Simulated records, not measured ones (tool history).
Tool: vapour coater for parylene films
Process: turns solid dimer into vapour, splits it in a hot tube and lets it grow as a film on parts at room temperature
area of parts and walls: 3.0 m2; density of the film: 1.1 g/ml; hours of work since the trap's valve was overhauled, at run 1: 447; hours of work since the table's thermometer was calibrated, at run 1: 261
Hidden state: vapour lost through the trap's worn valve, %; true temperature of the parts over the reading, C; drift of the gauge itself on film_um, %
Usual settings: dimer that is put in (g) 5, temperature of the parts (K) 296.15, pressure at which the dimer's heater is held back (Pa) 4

run,hour,dimer that is put in (g),temperature of the parts (K),pressure at which the dimer's heater is held back (Pa),hours of work since the trap's valve was overhauled,hours of work since the table's thermometer was calibrated,thickness of the film (um)
1,0,5,296.15,4,447,261,1.05
2,26.4,5,296.15,6.32,462,276,1.02
3,53.5,5,296.15,6.32,477,291,1.02
4,69.9,5,301.15,4,486,300,0.92
5,91.5,5,301.15,4,498,312,0.94
6,126.5,5,301.15,4,517,331,0.94
7,157.4,5,296.15,4,534,348,1.05
8,184.5,5,296.15,4,549,363,1.04
9,204.8,5,296.15,4,560,375,1.03
10,228.7,5,296.15,4,574,388,1.04
11,263.7,5,296.15,2.87,593,407,1.05
12,292.7,5,296.15,2.87,609,423,1.05
13,321.5,5,296.15,4,625,439,1.02
# hour 352.1: trap's valve overhauled
14,360,5,296.15,4,4,458,1.16
15,383.6,5,307.15,4,17,471,0.92
16,420.9,5,302.15,4,38,492,0.99
# hour 424: table's thermometer calibrated
17,454.5,5,302.15,4,56,17,0.99
18,469.8,7,302.15,3.6,65,25,1.41
19,488.2,5,301.15,2.19,75,36,1.08
20,511.9,8,297.15,3.47,88,49,1.82
21,532.2,5,303.15,4,99,60,0.97
22,556.2,4,296.15,4,112,73,0.91
23,571.3,8,296.15,4,121,82,1.8
# hour 594: table's thermometer calibrated, once more
24,600.7,8,296.15,4,137,4,1.84
25,635.8,4,296.15,4,156,23,0.9
26,663.2,4,296.15,4,171,38,0.92
27,688.2,4,290.15,4,185,52,1.01
28,704.1,4,289.15,4,194,61,1.04
29,732.2,4,289.15,4,209,77,1.04
30,750.6,4,289.15,4,220,87,1.04

Forecast each of these 4 alternatives for the next run:
A,785.4,4,289.15,6.95,239,106,?
B,785.4,3,296.15,2.03,239,106,?
C,785.4,2,296.15,4,239,106,?
D,785.4,5,296.15,4,239,106,?

run,thickness of the film (um)
A,0.97
B,0.7
C,0.46
D,1.12
Without the tool's hidden state the same runs would have given:
run,thickness of the film (um)
A,1.03
B,0.74
C,0.49
D,1.19
